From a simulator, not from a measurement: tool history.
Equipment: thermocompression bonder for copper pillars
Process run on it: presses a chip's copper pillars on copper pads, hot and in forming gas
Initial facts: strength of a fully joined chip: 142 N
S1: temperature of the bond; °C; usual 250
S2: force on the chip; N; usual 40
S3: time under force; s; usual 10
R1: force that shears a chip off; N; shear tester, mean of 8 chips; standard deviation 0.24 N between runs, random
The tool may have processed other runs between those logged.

run 1 day=0.000 | S1=250 S2=40 S3=10 | R1=85.3
run 2 day=0.629 | S1=250 S2=40 S3=10 | R1=85.6
run 3 day=1.338 | S1=250 S2=40 S3=10 | R1=85.5
run 4 day=1.900 | S1=250 S2=49 S3=10 | R1=94.0
run 5 day=2.504 | S1=250 S2=49 S3=10 | R1=94.1
run 6 day=2.925 | S1=250 S2=49 S3=10 | R1=93.9
run 7 day=3.792 | S1=250 S2=49 S3=8 | R1=88.2
run 8 day=4.346 | S1=250 S2=40 S3=9 | R1=82.1
run 9 day=4.771 | S1=251 S2=40 S3=9 | R1=83.5
run 10 day=5.271 | S1=251 S2=40 S3=9 | R1=83.0
run 11 day=5.783 | S1=251 S2=40 S3=9 | R1=83.2
run 12 day=6.396 | S1=251 S2=40 S3=9 | R1=82.9
run 13 day=7.217 | S1=235 S2=54 S3=10 | R1=82.0
run 14 day=7.675 | S1=231 S2=29 S3=6 | R1=44.0
run 15 day=8.333 | S1=249 S2=33 S3=26 | R1=100.3
run 16 day=8.742 | S1=220 S2=40 S3=10 | R1=55.5
run 17 day=9.450 | S1=250 S2=47 S3=21 | R1=109.7
run 18 day=10.029 | S1=227 S2=33 S3=7 | R1=48.2
run 19 day=10.588 | S1=227 S2=31 S3=29 | R1=77.5
run 20 day=11.038 | S1=250 S2=25 S3=16 | R1=77.5
run 21 day=11.483 | S1=276 S2=42 S3=16 | R1=119.3
run 22 day=12.042 | S1=250 S2=40 S3=27 | R1=108.5
run 23 day=12.871 | S1=249 S2=33 S3=17 | R1=87.6

Between the runs listed above, the log contained 2 entries, not reproduced here. Where in the sequence does each belong, and how does what the log doesn't record of the tool's condition differ from the listed run before to the listed run after?
Logged between run 14 and run 15: force cell calibrated (day 7.812)
  force that reaches the chip, % of what is set: 102.5 -> 103.7; oxide that the forming gas leaves, % of the face: 3.29 -> 3.43
  measured value less the no-hidden-state value, R1: +0.9 -> +0.5 N
Logged between run 22 and run 23: force cell calibrated, once more (day 12.271)
  true temperature of the bond over the reading, C: 2.2 -> 2.3; force that reaches the chip, % of what is set: 104 -> 100.2; oxide that the forming gas leaves, % of the face: 4.26 -> 4.44
  measured value less the no-hidden-state value, R1: -0.8 -> -1.3 N

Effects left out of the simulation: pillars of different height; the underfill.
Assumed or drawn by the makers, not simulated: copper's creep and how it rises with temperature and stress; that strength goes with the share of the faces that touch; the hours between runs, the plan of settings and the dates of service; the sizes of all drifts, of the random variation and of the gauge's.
